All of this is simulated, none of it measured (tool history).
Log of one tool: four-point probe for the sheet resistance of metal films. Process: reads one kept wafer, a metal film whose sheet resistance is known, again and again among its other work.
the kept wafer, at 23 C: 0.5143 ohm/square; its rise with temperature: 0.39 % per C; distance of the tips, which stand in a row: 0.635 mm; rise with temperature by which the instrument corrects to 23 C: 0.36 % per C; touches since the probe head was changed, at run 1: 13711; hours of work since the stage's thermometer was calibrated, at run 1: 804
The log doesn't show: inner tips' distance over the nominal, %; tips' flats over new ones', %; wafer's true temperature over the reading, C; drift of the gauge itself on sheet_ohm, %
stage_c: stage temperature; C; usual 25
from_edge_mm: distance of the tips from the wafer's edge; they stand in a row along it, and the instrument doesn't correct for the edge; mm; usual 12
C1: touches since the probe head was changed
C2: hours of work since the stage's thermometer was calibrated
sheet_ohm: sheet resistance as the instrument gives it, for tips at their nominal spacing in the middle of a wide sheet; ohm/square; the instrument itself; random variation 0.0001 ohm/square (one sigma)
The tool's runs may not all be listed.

run 1 day=0 | stage_c=25 from_edge_mm=12 | C1=13711 C2=804 | sheet_ohm=0.515214
run 2 day=3 | stage_c=25 from_edge_mm=12 | C1=15963 C2=840 | sheet_ohm=0.515428
run 3 day=5.529 | stage_c=25 from_edge_mm=12 | C1=17858 C2=870 | sheet_ohm=0.51531
run 4 day=8.242 | stage_c=25 from_edge_mm=12 | C1=19893 C2=902 | sheet_ohm=0.515313
run 5 day=10.354 | stage_c=25 from_edge_mm=12 | C1=21479 C2=927 | sheet_ohm=0.51539
run 6 day=12.225 | stage_c=25 from_edge_mm=26 | C1=22883 C2=949 | sheet_ohm=0.514694
run 7 day=14.938 | stage_c=25 from_edge_mm=12 | C1=24917 C2=981 | sheet_ohm=0.515197
run 8 day=18.217 | stage_c=25 from_edge_mm=12 | C1=27378 C2=1020 | sheet_ohm=0.515324
run 9 day=21.333 | stage_c=28 from_edge_mm=12 | C1=29716 C2=1057 | sheet_ohm=0.515781
run 10 day=23.179 | stage_c=28 from_edge_mm=12 | C1=31101 C2=1079 | sheet_ohm=0.51566
run 11 day=25.938 | stage_c=28 from_edge_mm=12 | C1=33170 C2=1111 | sheet_ohm=0.515587
run 12 day=29.171 | stage_c=25 from_edge_mm=12 | C1=35595 C2=1149 | sheet_ohm=0.515333
run 13 day=31.683 | stage_c=21 from_edge_mm=44 | C1=37481 C2=1179 | sheet_ohm=0.513973
run 14 day=33.562 | stage_c=25 from_edge_mm=13 | C1=38890 C2=1201 | sheet_ohm=0.515135
run 15 day=35.375 | stage_c=25 from_edge_mm=39 | C1=40250 C2=1223 | sheet_ohm=0.514445
run 16 day=37.65 | stage_c=23 from_edge_mm=5 | C1=41957 C2=1250 | sheet_ohm=0.518879
run 17 day=39.858 | stage_c=25 from_edge_mm=7 | C1=43613 C2=1276 | sheet_ohm=0.516799
run 18 day=41.408 | stage_c=18 from_edge_mm=14 | C1=44776 C2=1294 | sheet_ohm=0.514306
run 19 day=43.117 | stage_c=25 from_edge_mm=11 | C1=46059 C2=1315 | sheet_ohm=0.515567
run 20 day=44.583 | stage_c=24 from_edge_mm=13 | C1=47160 C2=1332 | sheet_ohm=0.51516
-- day=45.846 stage's thermometer calibrated
run 21 day=47.083 | stage_c=21 from_edge_mm=13 | C1=49018 C2=15 | sheet_ohm=0.514551
run 22 day=49.375 | stage_c=21 from_edge_mm=13 | C1=50737 C2=42 | sheet_ohm=0.514589
run 23 day=52.25 | stage_c=25 from_edge_mm=12 | C1=52894 C2=76 | sheet_ohm=0.515393

Forecast each of these 4 alternatives for the next run:
run A day=53.688 | stage_c=32 from_edge_mm=5 | C1=53973 C2=93 | sheet_ohm=?
run B day=53.688 | stage_c=21 from_edge_mm=16 | C1=53973 C2=93 | sheet_ohm=?
run C day=53.688 | stage_c=32 from_edge_mm=10 | C1=53973 C2=93 | sheet_ohm=?
run D day=53.688 | stage_c=18 from_edge_mm=10 | C1=53973 C2=93 | sheet_ohm=?

run=A sheet_ohm=0.519984
run=B sheet_ohm=0.51442
run=C sheet_ohm=0.516463
run=D sheet_ohm=0.514843
Without the tool's hidden state the same runs would have given:
run=A sheet_ohm=0.520029
run=B sheet_ohm=0.514464
run=C sheet_ohm=0.516508
run=D sheet_ohm=0.514887
